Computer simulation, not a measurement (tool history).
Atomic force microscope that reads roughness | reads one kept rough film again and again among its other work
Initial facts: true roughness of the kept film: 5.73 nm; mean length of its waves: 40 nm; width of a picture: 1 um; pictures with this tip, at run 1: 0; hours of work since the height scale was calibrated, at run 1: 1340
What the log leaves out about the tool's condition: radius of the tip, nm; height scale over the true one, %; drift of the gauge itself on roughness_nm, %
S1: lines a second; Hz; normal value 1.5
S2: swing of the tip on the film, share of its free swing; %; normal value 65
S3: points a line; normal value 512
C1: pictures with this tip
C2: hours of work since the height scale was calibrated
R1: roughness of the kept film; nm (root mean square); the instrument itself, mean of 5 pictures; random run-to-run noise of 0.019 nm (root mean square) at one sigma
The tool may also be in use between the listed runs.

run	hour	S1	S2	S3	C1	C2	R1
1	0	1.5	65	512	0	1340	4.651
# hour 50.6: new tip fitted
2	57.4	1.5	65	512	10	1369	4.439
# hour 104.5: new tip fitted
3	123.5	0.92	65	512	26	1402	4.154
# hour 157.6: new tip fitted
4	177.8	1.5	65	512	28	1429	3.996
# hour 208.5: new tip fitted
5	218.4	1.5	65	512	14	1449	4.269
6	250.7	1.5	65	619	59	1466	3.376
# hour 259.3: new tip fitted
7	297.2	1.5	65	619	53	1489	3.404
# hour 310.1: new tip fitted
8	349.6	1.5	65	619	56	1515	3.431
# hour 361.2: new tip fitted
9	409.8	1.5	74	512	68	1545	3.087
# hour 415.2: new tip fitted
10	447.1	1.5	74	512	44	1564	3.477
# hour 467.4: new tip fitted
11	488.5	1.5	65	512	29	1585	3.983
# hour 521.3: new tip fitted
12	538	1.5	65	512	23	1609	3.995
# hour 573.6: new tip fitted
13	590.6	1.5	86	512	24	1636	3.572
# hour 626.9: new tip fitted
14	640.4	2.9	65	512	19	1661	3.973
# hour 679.5: new tip fitted
# hour 700: height scale calibrated on a step standard
15	700.6	2.9	65	512	28	0	3.732
# hour 732.5: new tip fitted
16	755.2	2.9	65	512	32	28	3.618
# hour 782.1: new tip fitted
17	798.9	2.9	65	512	23	49	3.86
# hour 835.9: new tip fitted
18	849.3	1.37	65	537	19	75	4.106
19	882.6	0.63	84	354	65	91	3.195
# hour 889.5: height scale calibrated on a step standard, once more
# hour 890: new tip fitted
20	914.5	1.5	78	476	34	12	3.602
# hour 940.2: new tip fitted
21	957.4	1.44	58	390	24	34	4.199
# hour 990.2: new tip fitted
22	990.3	1.44	58	390	0	50	4.768
23	1038.6	1.5	83	331	67	75	3.057
# hour 1044.5: new tip fitted
24	1073.8	1.86	81	364	41	92	3.33
# hour 1095.3: new tip fitted
25	1107.8	1.86	81	364	17	109	3.834
# hour 1146.5: new tip fitted
26	1146.5	1.86	81	364	0	128	4.29
27	1177.1	1.86	81	364	42	144	3.386
# hour 1197.7: new tip fitted
28	1228.4	1.86	75	468	43	169	3.487
# hour 1252.5: new tip fitted
29	1269.1	2.56	69	847	23	190	3.904
# hour 1303: new tip fitted
30	1311.7	2.99	58	920	12	211	4.363
# hour 1355.1: new tip fitted
31	1355.1	1.5	62	512	0	233	4.754
32	1395.1	2.89	62	629	56	253	3.265
# hour 1406.2: new tip fitted
33	1450.3	2.89	78	629	62	281	2.848
# hour 1459.8: new tip fitted
# hour 1510.2: new tip fitted
34	1515.9	3.62	61	362	8	313	4.306

What if the next run were any one of these 5? Each begins from the tool's condition after run 34:
A	1555.7	1.5	69	512	63	333	?
B	1555.7	1.2	59	512	63	333	?
C	1555.7	3.62	61	480	63	333	?
D	1555.7	3.62	78	311	63	333	?
E	1555.7	1.5	59	512	63	333	?

run	R1
A	3.287
B	3.399
C	3.16
D	2.745
E	3.35
Stripped of hidden state, with their random variation kept, the same runs would have yielded:
run	R1
A	4.719
B	4.883
C	4.544
D	3.946
E	4.817

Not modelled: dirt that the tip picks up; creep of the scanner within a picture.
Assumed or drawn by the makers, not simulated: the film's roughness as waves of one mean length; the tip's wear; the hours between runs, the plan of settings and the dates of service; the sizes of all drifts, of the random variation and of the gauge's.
